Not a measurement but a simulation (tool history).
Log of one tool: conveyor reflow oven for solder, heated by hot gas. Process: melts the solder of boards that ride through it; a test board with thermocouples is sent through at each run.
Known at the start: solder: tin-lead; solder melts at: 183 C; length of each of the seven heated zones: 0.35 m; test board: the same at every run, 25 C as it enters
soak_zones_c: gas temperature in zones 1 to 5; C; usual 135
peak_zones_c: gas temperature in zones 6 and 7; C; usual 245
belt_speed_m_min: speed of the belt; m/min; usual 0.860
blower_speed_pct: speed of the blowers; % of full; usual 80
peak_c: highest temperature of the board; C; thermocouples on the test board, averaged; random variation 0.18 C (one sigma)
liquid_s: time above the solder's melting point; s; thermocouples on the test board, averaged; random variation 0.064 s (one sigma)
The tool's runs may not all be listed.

{"run": 1, "hour": 0.0, "soak_zones_c": 135, "peak_zones_c": 245, "belt_speed_m_min": 0.86, "blower_speed_pct": 80, "peak_c": 224.8, "liquid_s": 39.34}
{"run": 2, "hour": 11.9, "soak_zones_c": 135, "peak_zones_c": 245, "belt_speed_m_min": 0.86, "blower_speed_pct": 80, "peak_c": 225.0, "liquid_s": 39.33}
{"run": 3, "hour": 20.5, "soak_zones_c": 135, "peak_zones_c": 245, "belt_speed_m_min": 0.86, "blower_speed_pct": 80, "peak_c": 225.2, "liquid_s": 39.3}
{"run": 4, "hour": 27.6, "soak_zones_c": 120, "peak_zones_c": 245, "belt_speed_m_min": 0.86, "blower_speed_pct": 80, "peak_c": 222.3, "liquid_s": 35.39}
{"run": 5, "hour": 35.2, "soak_zones_c": 120, "peak_zones_c": 245, "belt_speed_m_min": 0.86, "blower_speed_pct": 80, "peak_c": 222.6, "liquid_s": 35.36}
{"run": 6, "hour": 43.3, "soak_zones_c": 135, "peak_zones_c": 245, "belt_speed_m_min": 1.008, "blower_speed_pct": 80, "peak_c": 219.0, "liquid_s": 30.8}
{"run": 7, "hour": 53.1, "soak_zones_c": 135, "peak_zones_c": 245, "belt_speed_m_min": 1.008, "blower_speed_pct": 80, "peak_c": 219.4, "liquid_s": 30.74}
{"run": 8, "hour": 59.3, "soak_zones_c": 135, "peak_zones_c": 245, "belt_speed_m_min": 1.008, "blower_speed_pct": 80, "peak_c": 218.6, "liquid_s": 30.83}
{"run": 9, "hour": 66.8, "soak_zones_c": 135, "peak_zones_c": 245, "belt_speed_m_min": 1.008, "blower_speed_pct": 80, "peak_c": 218.7, "liquid_s": 30.83}
{"run": 10, "hour": 77.0, "soak_zones_c": 135, "peak_zones_c": 245, "belt_speed_m_min": 0.86, "blower_speed_pct": 80, "peak_c": 225.0, "liquid_s": 39.22}
{"run": 11, "hour": 86.4, "soak_zones_c": 135, "peak_zones_c": 245, "belt_speed_m_min": 0.86, "blower_speed_pct": 80, "peak_c": 225.0, "liquid_s": 39.21}
{"run": 12, "hour": 96.7, "soak_zones_c": 135, "peak_zones_c": 245, "belt_speed_m_min": 0.86, "blower_speed_pct": 80, "peak_c": 225.1, "liquid_s": 39.2}
{"run": 13, "hour": 105.1, "soak_zones_c": 135, "peak_zones_c": 245, "belt_speed_m_min": 0.86, "blower_speed_pct": 80, "peak_c": 224.8, "liquid_s": 39.32}
{"run": 14, "hour": 115.0, "soak_zones_c": 120, "peak_zones_c": 245, "belt_speed_m_min": 0.86, "blower_speed_pct": 80, "peak_c": 222.3, "liquid_s": 35.2}
{"run": 15, "hour": 123.7, "soak_zones_c": 120, "peak_zones_c": 245, "belt_speed_m_min": 0.86, "blower_speed_pct": 80, "peak_c": 222.1, "liquid_s": 35.24}
{"run": 16, "hour": 133.1, "soak_zones_c": 120, "peak_zones_c": 245, "belt_speed_m_min": 0.86, "blower_speed_pct": 80, "peak_c": 222.0, "liquid_s": 35.09}
{"run": 17, "hour": 143.7, "soak_zones_c": 120, "peak_zones_c": 245, "belt_speed_m_min": 0.86, "blower_speed_pct": 80, "peak_c": 221.8, "liquid_s": 35.27}
{"run": 18, "hour": 154.4, "soak_zones_c": 120, "peak_zones_c": 245, "belt_speed_m_min": 0.86, "blower_speed_pct": 80, "peak_c": 222.5, "liquid_s": 35.16}
{"run": 19, "hour": 162.9, "soak_zones_c": 120, "peak_zones_c": 245, "belt_speed_m_min": 0.86, "blower_speed_pct": 80, "peak_c": 222.3, "liquid_s": 35.19}
{"run": 20, "hour": 175.3, "soak_zones_c": 147, "peak_zones_c": 245, "belt_speed_m_min": 0.86, "blower_speed_pct": 80, "peak_c": 226.6, "liquid_s": 42.59}
{"run": 21, "hour": 187.8, "soak_zones_c": 135, "peak_zones_c": 248, "belt_speed_m_min": 0.86, "blower_speed_pct": 80, "peak_c": 227.3, "liquid_s": 40.24}
{"run": 22, "hour": 199.8, "soak_zones_c": 128, "peak_zones_c": 245, "belt_speed_m_min": 0.86, "blower_speed_pct": 80, "peak_c": 223.1, "liquid_s": 37.28}
{"run": 23, "hour": 212.9, "soak_zones_c": 143, "peak_zones_c": 245, "belt_speed_m_min": 0.741, "blower_speed_pct": 80, "peak_c": 230.5, "liquid_s": 50.22}
{"run": 24, "hour": 225.4, "soak_zones_c": 143, "peak_zones_c": 245, "belt_speed_m_min": 0.741, "blower_speed_pct": 61, "peak_c": 225.4, "liquid_s": 47.87}
{"run": 25, "hour": 234.9, "soak_zones_c": 135, "peak_zones_c": 242, "belt_speed_m_min": 0.782, "blower_speed_pct": 80, "peak_c": 225.2, "liquid_s": 43.59}
{"run": 26, "hour": 244.1, "soak_zones_c": 149, "peak_zones_c": 256, "belt_speed_m_min": 0.86, "blower_speed_pct": 74, "peak_c": 234.4, "liquid_s": 45.82}
{"run": 27, "hour": 252.4, "soak_zones_c": 144, "peak_zones_c": 245, "belt_speed_m_min": 0.86, "blower_speed_pct": 60, "peak_c": 219.3, "liquid_s": 38.45}
{"run": 28, "hour": 263.7, "soak_zones_c": 144, "peak_zones_c": 245, "belt_speed_m_min": 0.86, "blower_speed_pct": 60, "peak_c": 219.6, "liquid_s": 38.48}
{"run": 29, "hour": 273.7, "soak_zones_c": 127, "peak_zones_c": 245, "belt_speed_m_min": 0.769, "blower_speed_pct": 80, "peak_c": 226.9, "liquid_s": 43.33}
{"run": 30, "hour": 281.4, "soak_zones_c": 132, "peak_zones_c": 245, "belt_speed_m_min": 0.765, "blower_speed_pct": 66, "peak_c": 223.6, "liquid_s": 43.05}
{"run": 31, "hour": 294.3, "soak_zones_c": 127, "peak_zones_c": 245, "belt_speed_m_min": 0.86, "blower_speed_pct": 80, "peak_c": 223.0, "liquid_s": 36.72}

Forecast each of these 3 alternatives for the next run:
{"run": "A", "hour": 303.9, "soak_zones_c": 125, "peak_zones_c": 236, "belt_speed_m_min": 0.793, "blower_speed_pct": 80, "peak_c": "?", "liquid_s": "?"}
{"run": "B", "hour": 303.9, "soak_zones_c": 129, "peak_zones_c": 245, "belt_speed_m_min": 0.86, "blower_speed_pct": 80, "peak_c": "?", "liquid_s": "?"}
{"run": "C", "hour": 303.9, "soak_zones_c": 127, "peak_zones_c": 245, "belt_speed_m_min": 0.883, "blower_speed_pct": 80, "peak_c": "?", "liquid_s": "?"}

run=A peak_c=217.7 liquid_s=37.30
run=B peak_c=223.3 liquid_s=37.41
run=C peak_c=221.7 liquid_s=35.35
Without the tool's hidden state the same runs would have given:
run=A peak_c=220.0 liquid_s=38.48
run=B peak_c=225.7 liquid_s=38.37
run=C peak_c=224.2 liquid_s=36.34

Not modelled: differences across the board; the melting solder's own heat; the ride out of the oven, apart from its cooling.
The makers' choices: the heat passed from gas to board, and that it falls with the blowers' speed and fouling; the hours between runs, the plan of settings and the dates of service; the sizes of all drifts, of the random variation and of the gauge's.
